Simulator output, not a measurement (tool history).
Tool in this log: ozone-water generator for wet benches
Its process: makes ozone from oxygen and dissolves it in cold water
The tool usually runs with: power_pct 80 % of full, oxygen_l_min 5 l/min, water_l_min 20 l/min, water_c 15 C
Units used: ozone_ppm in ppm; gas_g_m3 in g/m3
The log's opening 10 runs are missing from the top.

run    hour  power_pct  oxygen_l_min  water_l_min  water_c  ozone_ppm  gas_g_m3
 11   876.1         80             5           14       15       33.4     212.7
 12   937.3         80             5           20       15         26     213.1
 13  1035.5         80             5           20       15       25.8       215
 14  1093.7         80             5           20       15       26.2     212.2
 15  1168.3         80             5           20       15       26.3     215.7
 16  1215.4         80             5           20       15       25.8     215.8
 17  1269.7         80             5           24       16         22     215.5
 18  1348.8         80          6.22           24       15       22.1     186.8
 19  1440.6         80          7.87           26       16         20     159.8
 20    1547         80          7.73           20       16       23.8     163.3
 21  1614.7         80          7.73           20       16       23.9     161.8
 22  1722.8         80          7.73           17       20       24.8     161.2
 23  1795.6         80             5           20       21       23.6     216.5
 24  1902.3         80           3.6           20        9         28       268
 25    1997         69             5           20       11       24.5       191
 26  2085.7         52          7.86           23       19       14.7     113.2
 27  2169.9         80          3.28           20       13       27.1     283.3
 28  2264.3         80          3.28           20       13       26.4     281.6
 29  2367.4         94          7.33           22       22       23.2     191.4
 30  2451.4         44          8.47           27        8       13.2      93.7
 31  2528.7         80          5.06           15       15       32.3     213.6
 32  2593.8         80          5.06           15       15         32     211.8

Forecast each of these 4 alternatives for the next run:
  A  2697.5         49          3.27           20       15          ?         ?
  B  2697.5         80          5.06           25        8          ?         ?
  C  2697.5         80             5           20        7          ?         ?
  D  2697.5         64          5.18           27       15          ?         ?

run  ozone_ppm  gas_g_m3
  A       17.8     192.7
  B       23.2     214.4
  C       28.4     213.6
  D       16.7     175.3
Without the tool's hidden state the same runs would have given:
run  ozone_ppm  gas_g_m3
  A       17.9     192.8
  B       23.2     214.5
  C       28.4     213.7
  D       16.7     175.3
